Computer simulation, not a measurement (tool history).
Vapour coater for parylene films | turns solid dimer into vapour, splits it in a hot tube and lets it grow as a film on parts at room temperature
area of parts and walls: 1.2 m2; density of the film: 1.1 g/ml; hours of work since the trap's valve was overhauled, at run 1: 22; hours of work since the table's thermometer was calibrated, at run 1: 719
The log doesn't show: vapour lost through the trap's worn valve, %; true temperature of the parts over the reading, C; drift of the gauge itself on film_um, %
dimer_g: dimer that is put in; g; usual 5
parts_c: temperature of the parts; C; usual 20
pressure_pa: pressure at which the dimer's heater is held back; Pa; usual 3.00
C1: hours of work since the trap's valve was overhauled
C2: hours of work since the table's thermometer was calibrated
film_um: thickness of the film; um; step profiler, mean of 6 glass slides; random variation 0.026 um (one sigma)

{"run": 1, "hour": 0.0, "dimer_g": 5, "parts_c": 20, "pressure_pa": 3.0, "C1": 22, "C2": 719, "film_um": 2.68}
{"run": 2, "hour": 33.5, "dimer_g": 5, "parts_c": 20, "pressure_pa": 3.0, "C1": 38, "C2": 734, "film_um": 2.71}
{"run": 3, "hour": 59.6, "dimer_g": 5, "parts_c": 20, "pressure_pa": 3.0, "C1": 50, "C2": 746, "film_um": 2.68}
{"run": 4, "hour": 100.9, "dimer_g": 5, "parts_c": 20, "pressure_pa": 3.0, "C1": 69, "C2": 765, "film_um": 2.73}
{"run": 5, "hour": 118.4, "dimer_g": 5, "parts_c": 20, "pressure_pa": 3.0, "C1": 77, "C2": 774, "film_um": 2.66}
{"run": 6, "hour": 160.6, "dimer_g": 5, "parts_c": 20, "pressure_pa": 3.0, "C1": 97, "C2": 793, "film_um": 2.67}
{"run": 7, "hour": 201.9, "dimer_g": 5, "parts_c": 20, "pressure_pa": 3.0, "C1": 116, "C2": 812, "film_um": 2.72}
{"run": 8, "hour": 226.1, "dimer_g": 5, "parts_c": 14, "pressure_pa": 3.0, "C1": 127, "C2": 824, "film_um": 3.26}
{"run": 9, "hour": 249.2, "dimer_g": 5, "parts_c": 14, "pressure_pa": 3.0, "C1": 138, "C2": 834, "film_um": 3.33}
{"run": 10, "hour": 268.8, "dimer_g": 5, "parts_c": 14, "pressure_pa": 2.12, "C1": 147, "C2": 843, "film_um": 3.46}
{"run": 11, "hour": 299.1, "dimer_g": 5, "parts_c": 14, "pressure_pa": 2.12, "C1": 161, "C2": 858, "film_um": 3.5}
{"run": 12, "hour": 328.3, "dimer_g": 5, "parts_c": 28, "pressure_pa": 2.12, "C1": 175, "C2": 871, "film_um": 2.15}
{"run": 13, "hour": 353.9, "dimer_g": 5, "parts_c": 20, "pressure_pa": 3.0, "C1": 187, "C2": 883, "film_um": 2.67}
{"run": 14, "hour": 394.1, "dimer_g": 5, "parts_c": 20, "pressure_pa": 3.0, "C1": 205, "C2": 902, "film_um": 2.66}
{"run": 15, "hour": 425.7, "dimer_g": 3, "parts_c": 28, "pressure_pa": 3.01, "C1": 220, "C2": 916, "film_um": 1.21}
{"run": 16, "hour": 457.9, "dimer_g": 8, "parts_c": 20, "pressure_pa": 9.47, "C1": 235, "C2": 931, "film_um": 3.46}
{"hour": 465.4, "done": "trap's valve overhauled"}
{"run": 17, "hour": 479.9, "dimer_g": 5, "parts_c": 13, "pressure_pa": 2.14, "C1": 7, "C2": 940, "film_um": 3.51}
{"run": 18, "hour": 520.7, "dimer_g": 5, "parts_c": 13, "pressure_pa": 2.14, "C1": 26, "C2": 959, "film_um": 3.49}
{"run": 19, "hour": 546.0, "dimer_g": 5, "parts_c": 13, "pressure_pa": 10.98, "C1": 37, "C2": 970, "film_um": 2.61}
{"run": 20, "hour": 586.8, "dimer_g": 3, "parts_c": 13, "pressure_pa": 3.32, "C1": 56, "C2": 989, "film_um": 1.93}
{"hour": 618.3, "done": "trap's valve overhauled, once more"}
{"run": 21, "hour": 623.5, "dimer_g": 4, "parts_c": 25, "pressure_pa": 5.52, "C1": 2, "C2": 1004, "film_um": 1.7}
{"run": 22, "hour": 662.7, "dimer_g": 5, "parts_c": 12, "pressure_pa": 3.0, "C1": 21, "C2": 1023, "film_um": 3.57}
{"run": 23, "hour": 694.8, "dimer_g": 8, "parts_c": 31, "pressure_pa": 5.97, "C1": 35, "C2": 1038, "film_um": 2.67}
{"run": 24, "hour": 729.1, "dimer_g": 8, "parts_c": 31, "pressure_pa": 5.97, "C1": 51, "C2": 1053, "film_um": 2.65}
{"run": 25, "hour": 761.3, "dimer_g": 8, "parts_c": 17, "pressure_pa": 2.07, "C1": 66, "C2": 1068, "film_um": 5.18}

4 ways to go on from here, each from the tool as it stands after run 25. What would each give?
{"run": "A", "hour": 792.1, "dimer_g": 5, "parts_c": 26, "pressure_pa": 6.94, "C1": 81, "C2": 1083, "film_um": "?"}
{"run": "B", "hour": 792.1, "dimer_g": 8, "parts_c": 14, "pressure_pa": 2.07, "C1": 81, "C2": 1083, "film_um": "?"}
{"run": "C", "hour": 792.1, "dimer_g": 7, "parts_c": 16, "pressure_pa": 2.79, "C1": 81, "C2": 1083, "film_um": "?"}
{"run": "D", "hour": 792.1, "dimer_g": 2, "parts_c": 26, "pressure_pa": 2.07, "C1": 81, "C2": 1083, "film_um": "?"}

run=A film_um=1.92
run=B film_um=5.65
run=C film_um=4.39
run=D film_um=0.96
Without the tool's hidden state the same runs would have given:
run=A film_um=1.92
run=B film_um=5.62
run=C film_um=4.37
run=D film_um=0.96
